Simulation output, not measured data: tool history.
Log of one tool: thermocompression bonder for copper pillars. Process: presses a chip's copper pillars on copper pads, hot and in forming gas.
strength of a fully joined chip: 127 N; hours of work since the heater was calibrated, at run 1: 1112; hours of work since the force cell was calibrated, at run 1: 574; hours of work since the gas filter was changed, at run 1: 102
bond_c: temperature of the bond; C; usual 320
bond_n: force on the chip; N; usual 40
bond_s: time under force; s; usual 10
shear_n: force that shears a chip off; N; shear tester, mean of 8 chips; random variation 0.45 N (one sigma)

| run | hour | bond_c | bond_n | bond_s | hours of work since the heater was calibrated | hours of work since the force cell was calibrated | hours of work since the gas filter was changed | shear_n |
|---|---|---|---|---|---|---|---|---|
| 1 | 0 | 320 | 40 | 10 | 1112 | 574 | 102 | 84.8 |
| 2 | 55.2 | 320 | 40 | 10 | 1154 | 616 | 144 | 83.1 |
|  | 107.2 | forming gas filter changed |
| 3 | 109.6 | 314 | 40 | 10 | 1196 | 658 | 2 | 83.2 |
| 4 | 161.6 | 314 | 40 | 10 | 1236 | 698 | 42 | 82.2 |
| 5 | 192.6 | 314 | 40 | 10 | 1259 | 722 | 66 | 81.2 |
| 6 | 229.6 | 314 | 40 | 10 | 1288 | 750 | 94 | 80.5 |
| 7 | 279.9 | 320 | 44 | 10 | 1327 | 789 | 133 | 88.6 |
| 8 | 336.9 | 320 | 54 | 10 | 1370 | 833 | 177 | 98.5 |
|  | 350.5 | forming gas filter changed |
| 9 | 392 | 312 | 49 | 10 | 1412 | 874 | 32 | 92.1 |
| 10 | 446.8 | 312 | 49 | 10 | 1454 | 917 | 74 | 90.9 |
| 11 | 497.1 | 312 | 49 | 10 | 1493 | 955 | 113 | 89.2 |
|  | 501.9 | heater calibrated with a thermocouple chip |
| 12 | 552.4 | 293 | 36 | 16 | 39 | 996 | 154 | 64.9 |
| 13 | 582.6 | 293 | 36 | 17 | 62 | 1019 | 177 | 65.3 |
|  | 592.2 | forming gas filter changed |
| 14 | 637.5 | 320 | 40 | 8 | 104 | 1061 | 35 | 79.8 |
| 15 | 695.2 | 320 | 53 | 10 | 148 | 1105 | 79 | 98.8 |
|  | 710.4 | heater calibrated with a thermocouple chip, once more |
| 16 | 750.1 | 297 | 39 | 5 | 30 | 1146 | 120 | 53.5 |

Forecast each of these 4 alternatives for the next run:
| A | 795.6 | 297 | 39 | 28 | 65 | 1181 | 155 | ? |
| B | 795.6 | 328 | 40 | 19 | 65 | 1181 | 155 | ? |
| C | 795.6 | 297 | 39 | 14 | 65 | 1181 | 155 | ? |
| D | 795.6 | 297 | 39 | 25 | 65 | 1181 | 155 | ? |

| run | shear_n |
|---|---|
| A | 89.5 |
| B | 102.7 |
| C | 75 |
| D | 86.6 |
Without the tool's hidden state the same runs would have given:
| run | shear_n |
|---|---|
| A | 93.1 |
| B | 107.5 |
| C | 77.7 |
| D | 90.1 |
